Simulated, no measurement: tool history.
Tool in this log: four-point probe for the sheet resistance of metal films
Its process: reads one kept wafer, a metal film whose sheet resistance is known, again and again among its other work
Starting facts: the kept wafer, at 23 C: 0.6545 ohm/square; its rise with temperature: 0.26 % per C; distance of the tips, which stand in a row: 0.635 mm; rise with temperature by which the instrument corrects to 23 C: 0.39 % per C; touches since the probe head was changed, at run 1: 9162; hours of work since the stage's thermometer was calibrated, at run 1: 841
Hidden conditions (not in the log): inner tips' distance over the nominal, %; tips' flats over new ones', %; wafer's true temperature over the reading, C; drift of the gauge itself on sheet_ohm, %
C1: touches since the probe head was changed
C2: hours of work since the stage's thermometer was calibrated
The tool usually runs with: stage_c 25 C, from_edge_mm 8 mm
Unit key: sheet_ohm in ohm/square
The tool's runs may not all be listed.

run 1 hour=0.0 | stage_c=25 from_edge_mm=8 | C1=9162 C2=841 | sheet_ohm=0.655161
run 2 hour=21.0 | stage_c=25 from_edge_mm=8 | C1=9582 C2=853 | sheet_ohm=0.654892
run 3 hour=40.9 | stage_c=32 from_edge_mm=8 | C1=9982 C2=864 | sheet_ohm=0.649000
run 4 hour=66.0 | stage_c=32 from_edge_mm=8 | C1=10486 C2=877 | sheet_ohm=0.648788
run 5 hour=84.4 | stage_c=25 from_edge_mm=54 | C1=10856 C2=887 | sheet_ohm=0.652826
run 6 hour=102.4 | stage_c=25 from_edge_mm=54 | C1=11216 C2=897 | sheet_ohm=0.652682
run 7 hour=131.3 | stage_c=25 from_edge_mm=54 | C1=11797 C2=913 | sheet_ohm=0.652838
run 8 hour=155.1 | stage_c=25 from_edge_mm=54 | C1=12272 C2=926 | sheet_ohm=0.652635
run 9 hour=187.5 | stage_c=25 from_edge_mm=54 | C1=12923 C2=943 | sheet_ohm=0.652902
run 10 hour=217.0 | stage_c=25 from_edge_mm=54 | C1=13515 C2=959 | sheet_ohm=0.652914
run 11 hour=236.9 | stage_c=25 from_edge_mm=54 | C1=13913 C2=970 | sheet_ohm=0.652757
run 12 hour=265.8 | stage_c=25 from_edge_mm=54 | C1=14493 C2=986 | sheet_ohm=0.652794
run 13 hour=283.6 | stage_c=25 from_edge_mm=8 | C1=14850 C2=996 | sheet_ohm=0.654999
run 14 hour=306.8 | stage_c=25 from_edge_mm=26 | C1=15317 C2=1008 | sheet_ohm=0.652679
run 15 hour=331.3 | stage_c=20 from_edge_mm=26 | C1=15808 C2=1022 | sheet_ohm=0.657366
run 16 hour=362.7 | stage_c=20 from_edge_mm=26 | C1=16438 C2=1039 | sheet_ohm=0.657345
run 17 hour=388.3 | stage_c=20 from_edge_mm=26 | C1=16950 C2=1053 | sheet_ohm=0.657504
run 18 hour=403.7 | stage_c=20 from_edge_mm=26 | C1=17259 C2=1061 | sheet_ohm=0.657183
run 19 hour=434.5 | stage_c=20 from_edge_mm=37 | C1=17877 C2=1078 | sheet_ohm=0.657301
run 20 hour=457.5 | stage_c=20 from_edge_mm=37 | C1=18338 C2=1090 | sheet_ohm=0.657148
run 21 hour=474.9 | stage_c=20 from_edge_mm=37 | C1=18687 C2=1100 | sheet_ohm=0.657289
run 22 hour=495.7 | stage_c=20 from_edge_mm=37 | C1=19105 C2=1111 | sheet_ohm=0.657587
run 23 hour=517.9 | stage_c=20 from_edge_mm=11 | C1=19551 C2=1123 | sheet_ohm=0.658369
run 24 hour=548.7 | stage_c=25 from_edge_mm=7 | C1=20167 C2=1140 | sheet_ohm=0.655682
run 25 hour=572.6 | stage_c=25 from_edge_mm=7 | C1=20648 C2=1153 | sheet_ohm=0.655437
run 26 hour=604.7 | stage_c=26 from_edge_mm=20 | C1=21291 C2=1170 | sheet_ohm=0.652297
run 27 hour=637.1 | stage_c=26 from_edge_mm=20 | C1=21940 C2=1188 | sheet_ohm=0.652377
run 28 hour=653.6 | stage_c=22 from_edge_mm=19 | C1=22272 C2=1197 | sheet_ohm=0.655676
run 29 hour=671.6 | stage_c=22 from_edge_mm=19 | C1=22633 C2=1207 | sheet_ohm=0.655970
run 30 hour=700.8 | stage_c=21 from_edge_mm=10 | C1=23218 C2=1222 | sheet_ohm=0.657752
run 31 hour=726.6 | stage_c=25 from_edge_mm=56 | C1=23737 C2=1237 | sheet_ohm=0.652953
run 32 hour=756.0 | stage_c=24 from_edge_mm=48 | C1=24327 C2=1253 | sheet_ohm=0.653617
run 33 hour=770.1 | stage_c=28 from_edge_mm=7 | C1=24610 C2=1260 | sheet_ohm=0.653245
run 34 hour=797.4 | stage_c=24 from_edge_mm=33 | C1=25156 C2=1275 | sheet_ohm=0.653707
run 35 hour=829.5 | stage_c=20 from_edge_mm=4 | C1=25801 C2=1292 | sheet_ohm=0.666104
run 36 hour=862.0 | stage_c=25 from_edge_mm=8 | C1=26451 C2=1310 | sheet_ohm=0.654903
run 37 hour=890.4 | stage_c=25 from_edge_mm=8 | C1=27023 C2=1326 | sheet_ohm=0.654935
run 38 hour=909.0 | stage_c=25 from_edge_mm=54 | C1=27396 C2=1336 | sheet_ohm=0.652706
run 39 hour=926.3 | stage_c=25 from_edge_mm=54 | C1=27741 C2=1345 | sheet_ohm=0.652864
run 40 hour=948.8 | stage_c=19 from_edge_mm=16 | C1=28194 C2=1357 | sheet_ohm=0.658839
run 41 hour=965.5 | stage_c=19 from_edge_mm=16 | C1=28528 C2=1366 | sheet_ohm=0.658711
run 42 hour=995.9 | stage_c=23 from_edge_mm=8 | C1=29139 C2=1383 | sheet_ohm=0.656566
run 43 hour=1021.6 | stage_c=23 from_edge_mm=8 | C1=29654 C2=1397 | sheet_ohm=0.656671
-- hour=1033.5 stage's thermometer calibrated
run 44 hour=1052.3 | stage_c=21 from_edge_mm=5 | C1=30260 C2=10 | sheet_ohm=0.662007

Each row is a separate what-if for the run after 44, all from the same tool condition, not one after another. Results?
run A hour=1079.4 | stage_c=24 from_edge_mm=9 | C1=30803 C2=25 | sheet_ohm=?
run B hour=1079.4 | stage_c=27 from_edge_mm=8 | C1=30803 C2=25 | sheet_ohm=?
run C hour=1079.4 | stage_c=23 from_edge_mm=4 | C1=30803 C2=25 | sheet_ohm=?

run=A sheet_ohm=0.655401
run=B sheet_ohm=0.653122
run=C sheet_ohm=0.663146
Without the tool's hidden state the same runs would have given:
run=A sheet_ohm=0.655425
run=B sheet_ohm=0.653146
run=C sheet_ohm=0.663171
